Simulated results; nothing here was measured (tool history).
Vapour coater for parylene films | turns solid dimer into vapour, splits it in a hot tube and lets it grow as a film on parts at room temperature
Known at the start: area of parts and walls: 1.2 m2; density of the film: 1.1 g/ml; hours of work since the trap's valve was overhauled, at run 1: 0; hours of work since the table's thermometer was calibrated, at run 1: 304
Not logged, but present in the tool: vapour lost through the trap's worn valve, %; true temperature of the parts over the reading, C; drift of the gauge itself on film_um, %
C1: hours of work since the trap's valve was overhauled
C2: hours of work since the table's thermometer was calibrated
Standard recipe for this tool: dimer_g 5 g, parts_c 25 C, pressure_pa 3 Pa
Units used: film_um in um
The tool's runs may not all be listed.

run 1 hour=0 | dimer_g=5 parts_c=25 pressure_pa=3 | C1=0 C2=304 | film_um=2.08
run 2 hour=46 | dimer_g=5 parts_c=25 pressure_pa=3 | C1=25 C2=330 | film_um=2.03
run 3 hour=91 | dimer_g=4 parts_c=25 pressure_pa=3 | C1=50 C2=354 | film_um=1.61
run 4 hour=142.3 | dimer_g=4 parts_c=25 pressure_pa=3 | C1=78 C2=382 | film_um=1.59
run 5 hour=172.7 | dimer_g=4 parts_c=25 pressure_pa=3 | C1=94 C2=399 | film_um=1.61
run 6 hour=194.5 | dimer_g=5 parts_c=25 pressure_pa=3 | C1=106 C2=411 | film_um=1.98
run 7 hour=219 | dimer_g=5 parts_c=26 pressure_pa=3 | C1=120 C2=424 | film_um=1.9
run 8 hour=243.4 | dimer_g=5 parts_c=26 pressure_pa=3 | C1=133 C2=438 | film_um=1.89
run 9 hour=282.6 | dimer_g=5 parts_c=25 pressure_pa=3 | C1=155 C2=459 | film_um=1.97
run 10 hour=326.9 | dimer_g=5 parts_c=25 pressure_pa=3 | C1=179 C2=483 | film_um=1.93
run 11 hour=373.1 | dimer_g=5 parts_c=25 pressure_pa=3 | C1=204 C2=509 | film_um=1.94
-- hour=420.9 trap's valve overhauled
run 12 hour=420.9 | dimer_g=5 parts_c=25 pressure_pa=3 | C1=0 C2=533 | film_um=2.07
run 13 hour=469.7 | dimer_g=5 parts_c=25 pressure_pa=3 | C1=27 C2=559 | film_um=2.02
run 14 hour=518.1 | dimer_g=5 parts_c=25 pressure_pa=2.96 | C1=53 C2=586 | film_um=2.01
run 15 hour=550.4 | dimer_g=5 parts_c=22 pressure_pa=3 | C1=71 C2=603 | film_um=2.2
run 16 hour=600.6 | dimer_g=5 parts_c=25 pressure_pa=3 | C1=98 C2=631 | film_um=2
run 17 hour=652.7 | dimer_g=5 parts_c=25 pressure_pa=3 | C1=127 C2=659 | film_um=1.95
run 18 hour=678.7 | dimer_g=5 parts_c=25 pressure_pa=3 | C1=141 C2=674 | film_um=1.93
run 19 hour=732 | dimer_g=5 parts_c=24 pressure_pa=2.82 | C1=170 C2=703 | film_um=2.02
run 20 hour=783.3 | dimer_g=5 parts_c=25 pressure_pa=5.2 | C1=198 C2=731 | film_um=1.72
run 21 hour=836.1 | dimer_g=5 parts_c=25 pressure_pa=5.2 | C1=227 C2=760 | film_um=1.73
-- hour=843.5 trap's valve overhauled
run 22 hour=885.3 | dimer_g=5 parts_c=25 pressure_pa=2.81 | C1=23 C2=784 | film_um=2.02
run 23 hour=915.3 | dimer_g=2 parts_c=21 pressure_pa=2.81 | C1=39 C2=801 | film_um=0.92
-- hour=920.9 table's thermometer calibrated
run 24 hour=963.5 | dimer_g=2 parts_c=31 pressure_pa=5.49 | C1=65 C2=23 | film_um=0.63
run 25 hour=1002.1 | dimer_g=6 parts_c=20 pressure_pa=2.68 | C1=86 C2=44 | film_um=2.87
run 26 hour=1027.1 | dimer_g=6 parts_c=20 pressure_pa=2.68 | C1=100 C2=58 | film_um=2.88
run 27 hour=1052.7 | dimer_g=5 parts_c=24 pressure_pa=2.83 | C1=114 C2=72 | film_um=2.05
run 28 hour=1091.1 | dimer_g=5 parts_c=24 pressure_pa=2.83 | C1=135 C2=93 | film_um=2.07
run 29 hour=1116.8 | dimer_g=5 parts_c=24 pressure_pa=2.83 | C1=149 C2=107 | film_um=2.06
run 30 hour=1167.3 | dimer_g=5 parts_c=24 pressure_pa=2.83 | C1=177 C2=135 | film_um=2.04
run 31 hour=1195.4 | dimer_g=9 parts_c=31 pressure_pa=2.02 | C1=192 C2=150 | film_um=3.1
run 32 hour=1230.2 | dimer_g=3 parts_c=25 pressure_pa=5.27 | C1=211 C2=169 | film_um=1.05
-- hour=1269.6 trap's valve overhauled
run 33 hour=1286.8 | dimer_g=2 parts_c=24 pressure_pa=3 | C1=9 C2=198 | film_um=0.86

The logged runs with the hidden state left out (each run's random variation unchanged):
run=1 film_um=2.11
run=2 film_um=2.07
run=3 film_um=1.66
run=4 film_um=1.65
run=5 film_um=1.68
run=6 film_um=2.09
run=7 film_um=2.01
run=8 film_um=2.01
run=9 film_um=2.11
run=10 film_um=2.09
run=11 film_um=2.12
run=12 film_um=2.12
run=13 film_um=2.09
run=14 film_um=2.1
run=15 film_um=2.31
run=16 film_um=2.12
run=17 film_um=2.09
run=18 film_um=2.08
run=19 film_um=2.2
run=20 film_um=1.9
run=21 film_um=1.92
run=22 film_um=2.11
run=23 film_um=0.97
run=24 film_um=0.64
run=25 film_um=2.97
run=26 film_um=3
run=27 film_um=2.15
run=28 film_um=2.19
run=29 film_um=2.19
run=30 film_um=2.19
run=31 film_um=3.34
run=32 film_um=1.14
run=33 film_um=0.88

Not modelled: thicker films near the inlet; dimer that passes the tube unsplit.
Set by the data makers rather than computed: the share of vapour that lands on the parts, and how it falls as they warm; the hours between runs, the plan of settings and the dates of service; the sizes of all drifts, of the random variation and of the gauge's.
